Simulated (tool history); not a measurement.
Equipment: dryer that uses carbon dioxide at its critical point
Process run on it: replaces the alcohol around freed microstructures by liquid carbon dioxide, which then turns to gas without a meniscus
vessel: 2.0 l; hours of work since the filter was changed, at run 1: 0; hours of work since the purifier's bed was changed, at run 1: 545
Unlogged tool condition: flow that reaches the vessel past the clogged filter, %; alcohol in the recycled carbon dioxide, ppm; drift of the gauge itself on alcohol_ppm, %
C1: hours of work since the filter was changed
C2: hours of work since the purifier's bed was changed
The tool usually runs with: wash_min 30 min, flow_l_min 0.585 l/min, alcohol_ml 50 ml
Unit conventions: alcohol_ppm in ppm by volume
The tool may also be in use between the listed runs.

Run 1, hour 0.0: usual settings; C1 0; C2 545. Result: alcohol_ppm 121 ppm by volume.
Run 2, hour 15.0: usual settings; C1 9; C2 554. Result: alcohol_ppm 119 ppm by volume.
Run 3, hour 30.9: usual settings but wash_min 24 min; C1 19; C2 564. Result: alcohol_ppm 153 ppm by volume.
Run 4, hour 49.7: usual settings but wash_min 21 min; C1 30; C2 575. Result: alcohol_ppm 211 ppm by volume.
Run 5, hour 62.1: usual settings but wash_min 21 min; C1 38; C2 583. Result: alcohol_ppm 203 ppm by volume.
Run 6, hour 72.5: usual settings but wash_min 21 min; C1 44; C2 589. Result: alcohol_ppm 213 ppm by volume.
Run 7, hour 94.3: usual settings but wash_min 24 min; C1 58; C2 603. Result: alcohol_ppm 173 ppm by volume.
Run 8, hour 114.3: usual settings but wash_min 24 min; C1 70; C2 615. Result: alcohol_ppm 178 ppm by volume.
Run 9, hour 125.3: usual settings but wash_min 24 min; C1 77; C2 622. Result: alcohol_ppm 179 ppm by volume.
Run 10, hour 144.5: usual settings but alcohol_ml 63 ml; C1 88; C2 633. Result: alcohol_ppm 144 ppm by volume.
Run 11, hour 153.9: usual settings; C1 94; C2 639. Result: alcohol_ppm 151 ppm by volume.
Run 12, hour 171.9: usual settings; C1 105; C2 650. Result: alcohol_ppm 141 ppm by volume.
Run 13, hour 185.9: usual settings but flow_l_min 0.399 l/min; C1 114; C2 659. Result: alcohol_ppm 288 ppm by volume.
Run 14, hour 201.1: usual settings; C1 123; C2 668. Result: alcohol_ppm 163 ppm by volume.
Run 15, hour 216.4: usual settings; C1 132; C2 677. Result: alcohol_ppm 149 ppm by volume.
Run 16, hour 237.8: usual settings; C1 145; C2 690. Result: alcohol_ppm 163 ppm by volume.
Run 17, hour 257.2: usual settings; C1 157; C2 702. Result: alcohol_ppm 161 ppm by volume.
Run 18, hour 276.4: usual settings but flow_l_min 0.424 l/min; C1 169; C2 714. Result: alcohol_ppm 283 ppm by volume.
Run 19, hour 295.3: usual settings; C1 180; C2 725. Result: alcohol_ppm 172 ppm by volume.
Run 20, hour 312.0: usual settings; C1 191; C2 736. Result: alcohol_ppm 175 ppm by volume.
Run 21, hour 323.2: usual settings; C1 197; C2 742. Result: alcohol_ppm 181 ppm by volume.
Run 22, hour 337.9: usual settings; C1 206; C2 751. Result: alcohol_ppm 179 ppm by volume.
Run 23, hour 348.1: usual settings; C1 213; C2 758. Result: alcohol_ppm 171 ppm by volume.
At hour 352.7: inlet filter changed.
Run 24, hour 358.9: usual settings; C1 4; C2 764. Result: alcohol_ppm 172 ppm by volume.
Run 25, hour 381.1: usual settings; C1 17; C2 777. Result: alcohol_ppm 173 ppm by volume.
Run 26, hour 398.3: usual settings but wash_min 43 min, flow_l_min 0.361 l/min, alcohol_ml 29 ml; C1 28; C2 788. Result: alcohol_ppm 183 ppm by volume.
Run 27, hour 420.2: usual settings but wash_min 43 min, flow_l_min 0.361 l/min, alcohol_ml 29 ml; C1 41; C2 801. Result: alcohol_ppm 193 ppm by volume.
Run 28, hour 430.9: usual settings but wash_min 43 min, flow_l_min 0.732 l/min, alcohol_ml 32 ml; C1 48; C2 808. Result: alcohol_ppm 159 ppm by volume.
Run 29, hour 444.0: usual settings but alcohol_ml 73 ml; C1 56; C2 816. Result: alcohol_ppm 182 ppm by volume.
Run 30, hour 460.0: usual settings but flow_l_min 0.579 l/min, alcohol_ml 115 ml; C1 66; C2 825. Result: alcohol_ppm 191 ppm by volume.
Run 31, hour 480.9: usual settings but flow_l_min 0.579 l/min, alcohol_ml 115 ml; C1 78; C2 838. Result: alcohol_ppm 197 ppm by volume.
Run 32, hour 492.6: usual settings but wash_min 43 min, flow_l_min 0.677 l/min, alcohol_ml 110 ml; C1 85; C2 845. Result: alcohol_ppm 170 ppm by volume.
Run 33, hour 504.6: usual settings but wash_min 41 min, flow_l_min 0.847 l/min, alcohol_ml 103 ml; C1 93; C2 853. Result: alcohol_ppm 181 ppm by volume.
Run 34, hour 518.7: usual settings but wash_min 41 min, flow_l_min 0.847 l/min, alcohol_ml 103 ml; C1 101; C2 861. Result: alcohol_ppm 178 ppm by volume.
Run 35, hour 530.6: usual settings but wash_min 32 min, flow_l_min 0.944 l/min, alcohol_ml 21 ml; C1 109; C2 869. Result: alcohol_ppm 174 ppm by volume.
Run 36, hour 549.2: usual settings but wash_min 32 min, flow_l_min 0.944 l/min, alcohol_ml 21 ml; C1 120; C2 880. Result: alcohol_ppm 175 ppm by volume.
Run 37, hour 567.4: usual settings but wash_min 26 min, flow_l_min 0.944 l/min, alcohol_ml 53 ml; C1 131; C2 891. Result: alcohol_ppm 180 ppm by volume.
Run 38, hour 576.8: usual settings but wash_min 26 min, flow_l_min 0.944 l/min, alcohol_ml 53 ml; C1 137; C2 897. Result: alcohol_ppm 189 ppm by volume.
Run 39, hour 585.9: usual settings but wash_min 26 min, flow_l_min 0.570 l/min, alcohol_ml 53 ml; C1 142; C2 902. Result: alcohol_ppm 233 ppm by volume.
Run 40, hour 602.7: usual settings but flow_l_min 0.551 l/min, alcohol_ml 33 ml; C1 153; C2 913. Result: alcohol_ppm 196 ppm by volume.
Run 41, hour 614.1: usual settings but flow_l_min 0.984 l/min, alcohol_ml 42 ml; C1 160; C2 920. Result: alcohol_ppm 199 ppm by volume.
Run 42, hour 627.9: usual settings but wash_min 39 min, flow_l_min 0.767 l/min; C1 168; C2 928. Result: alcohol_ppm 189 ppm by volume.
Run 43, hour 648.4: usual settings but wash_min 39 min, flow_l_min 0.767 l/min; C1 181; C2 941. Result: alcohol_ppm 188 ppm by volume.
Run 44, hour 666.6: usual settings but wash_min 24 min, flow_l_min 0.767 l/min, alcohol_ml 34 ml; C1 192; C2 952. Result: alcohol_ppm 201 ppm by volume.
Run 45, hour 682.9: usual settings but wash_min 24 min, flow_l_min 0.767 l/min, alcohol_ml 34 ml; C1 202; C2 962. Result: alcohol_ppm 207 ppm by volume.
Run 46, hour 697.0: usual settings but flow_l_min 0.638 l/min, alcohol_ml 103 ml; C1 210; C2 970. Result: alcohol_ppm 224 ppm by volume.
At hour 705.0: inlet filter changed.
Run 47, hour 710.8: usual settings but wash_min 34 min, flow_l_min 0.883 l/min, alcohol_ml 97 ml; C1 4; C2 978. Result: alcohol_ppm 208 ppm by volume.
At hour 722.7: purifier's bed changed.
Run 48, hour 727.3: usual settings but wash_min 26 min; C1 12; C2 3. Result: alcohol_ppm 32 ppm by volume.

3 ways to go on from here, each from the tool as it stands after run 48. What would each give?
Run A, hour 744.2: usual settings but wash_min 22 min; C1 22; C2 13. Result: alcohol_ppm ?.
Run B, hour 744.2: usual settings but wash_min 26 min, alcohol_ml 24 ml; C1 22; C2 13. Result: alcohol_ppm ?.
Run C, hour 744.2: usual settings but wash_min 44 min, alcohol_ml 28 ml; C1 22; C2 13. Result: alcohol_ppm ?.

run  alcohol_ppm
  A           69
  B           18
  C           20
The same runs, with their run-to-run variation unchanged, on a tool lacking any hidden condition would have given:
run  alcohol_ppm
  A           58
  B           13
  C           17

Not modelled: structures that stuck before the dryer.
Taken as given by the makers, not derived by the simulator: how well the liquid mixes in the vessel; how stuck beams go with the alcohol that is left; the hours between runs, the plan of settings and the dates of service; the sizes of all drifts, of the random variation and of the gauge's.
